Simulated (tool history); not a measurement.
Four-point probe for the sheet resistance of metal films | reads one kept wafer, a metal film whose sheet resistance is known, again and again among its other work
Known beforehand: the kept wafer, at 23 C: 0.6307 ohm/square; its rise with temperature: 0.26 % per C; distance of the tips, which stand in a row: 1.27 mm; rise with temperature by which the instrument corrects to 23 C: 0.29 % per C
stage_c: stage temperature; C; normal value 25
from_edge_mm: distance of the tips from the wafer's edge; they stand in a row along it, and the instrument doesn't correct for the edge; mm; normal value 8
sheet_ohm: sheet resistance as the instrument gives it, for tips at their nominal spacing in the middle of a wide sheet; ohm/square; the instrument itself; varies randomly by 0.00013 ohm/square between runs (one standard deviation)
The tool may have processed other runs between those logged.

run,day,stage_c,from_edge_mm,sheet_ohm
1,0.000,25,8,0.638665
2,0.858,25,8,0.638689
3,1.412,25,8,0.639033
4,2.500,25,8,0.639016
5,3.142,25,8,0.638870
6,3.675,25,8,0.638756
7,4.688,25,8,0.639055
8,5.292,26,8,0.638557
9,5.829,26,27,0.630993
10,6.512,25,61,0.630646
11,7.438,25,61,0.630541
12,8.204,25,61,0.630483
13,9.138,25,61,0.630514
14,10.175,25,61,0.630493
15,10.750,25,61,0.630495
16,11.358,25,61,0.630576
17,12.038,25,61,0.630678
18,12.788,25,61,0.630318
19,13.538,25,61,0.630705
# day 14.467: stage's thermometer calibrated
20,14.604,25,61,0.630422
21,15.446,19,8,0.639882
22,16.533,19,8,0.640040
23,17.500,25,22,0.631906
24,18.267,21,48,0.631286
25,19.129,21,4,0.663517
26,20.200,21,4,0.663486
27,20.712,34,8,0.637126
28,21.612,21,3,0.685994
29,22.175,21,3,0.686244
30,23.150,21,32,0.631595
31,23.696,25,5,0.651448
32,24.496,19,6,0.646378
33,25.458,28,8,0.638279
34,26.429,32,13,0.632271
35,27.438,32,13,0.632395
36,28.412,32,13,0.632466
37,29.475,32,13,0.632152
38,30.588,32,13,0.632456
39,31.404,18,41,0.632116
40,31.946,32,14,0.631840
41,32.542,23,50,0.631100
42,33.458,23,50,0.630846
43,34.333,21,4,0.663379
44,34.871,22,12,0.634598
45,35.371,19,16,0.633459

Below are 4 alternative next runs, each starting from the tool's condition after run 45. Predict each:
A,36.288,21,10,?
B,36.288,25,9,?
C,36.288,23,16,?
D,36.288,22,5,?

run,sheet_ohm
A,0.636508
B,0.637314
C,0.632896
D,0.651919
Stripped of hidden state, with their random variation kept, the same runs would have yielded:
run,sheet_ohm
A,0.636473
B,0.637278
C,0.632860
D,0.651883
